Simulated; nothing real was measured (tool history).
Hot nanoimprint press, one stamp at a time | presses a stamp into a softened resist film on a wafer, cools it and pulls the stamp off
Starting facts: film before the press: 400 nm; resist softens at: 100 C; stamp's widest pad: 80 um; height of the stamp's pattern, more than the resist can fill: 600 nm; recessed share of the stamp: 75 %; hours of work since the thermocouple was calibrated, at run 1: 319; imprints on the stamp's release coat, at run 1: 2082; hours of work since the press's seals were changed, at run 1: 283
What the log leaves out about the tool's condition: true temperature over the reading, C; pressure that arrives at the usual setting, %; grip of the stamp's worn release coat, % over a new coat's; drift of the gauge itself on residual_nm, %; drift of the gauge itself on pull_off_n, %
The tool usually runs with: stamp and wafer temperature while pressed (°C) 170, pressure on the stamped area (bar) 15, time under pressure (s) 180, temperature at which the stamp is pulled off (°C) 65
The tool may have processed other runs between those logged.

run	hour	stamp and wafer temperature while pressed (°C)	pressure on the stamped area (bar)	time under pressure (s)	temperature at which the stamp is pulled off (°C)	hours of work since the thermocouple was calibrated	imprints on the stamp's release coat	hours of work since the press's seals were changed	resist left under the stamp's widest pad (nm)	greatest force while the stamp is pulled off (N)
1	0	170	15	180	65	319	2082	283	214.2	333
2	16.8	170	15	180	65	330	2147	294	213.7	335
3	31.7	170	9.8	180	65	340	2205	304	251.2	326
4	46.8	170	15	157	65	350	2263	314	221.9	341
5	62.3	170	15	180	65	361	2323	325	211	355
6	73.4	170	15	180	62	368	2366	332	212.6	347
7	89.3	170	15	180	62	379	2428	343	212.3	365
# hour 111.5: stamp cleaned and given a new release coat
8	112.1	170	15	180	62	390	2	354	211.8	200
9	121	170	15	180	62	396	37	360	210.1	197
10	138.3	170	15	180	62	407	104	371	210.6	216
11	149.4	170	15	180	62	415	147	379	210.8	213
12	161.2	170	15	180	62	423	193	387	211	217
13	180	170	15	180	62	435	266	399	209.9	211
14	198.8	170	15	95	65	448	339	412	254.3	219
# hour 206.2: plate thermocouple calibrated
15	220.8	170	15	95	65	10	412	424	270.8	227
16	237.4	163	9.9	254	64	21	477	435	307.2	230
17	249	163	9.9	254	64	29	522	443	303.7	241
18	258	180	15	180	65	35	557	449	134.8	239
19	268.1	170	15	180	60	41	596	456	222.6	252
20	284.4	170	15.4	180	65	52	659	467	219.1	242
21	293.3	168	17.5	265	66	58	694	473	203	242
22	308.8	178	17.5	124	52	68	754	483	160.5	258
23	320.8	175	19	124	55	76	800	491	178	271
24	337.9	175	19	124	55	88	867	502	179.2	270
25	353.6	175	11.4	349	55	98	927	513	149.1	268
26	366.6	160	15	180	63	107	978	521	323.9	268

What if the next run were any one of these 4? Each begins from the tool's condition after run 26:
A	376	170	21.5	180	65	113	1015	528	?	?
B	376	167	15	320	65	113	1015	528	?	?
C	376	175	15	307	65	113	1015	528	?	?
D	376	170	12.3	318	65	113	1015	528	?	?

run	resist left under the stamp's widest pad (nm)	greatest force while the stamp is pulled off (N)
A	189.4	258
B	208.5	264
C	138	265
D	193.6	258
Had the tool no hidden state, the same runs would have come out as:
run	resist left under the stamp's widest pad (nm)	greatest force while the stamp is pulled off (N)
A	193.2	198
B	213.5	203
C	141.5	203
D	198.5	198
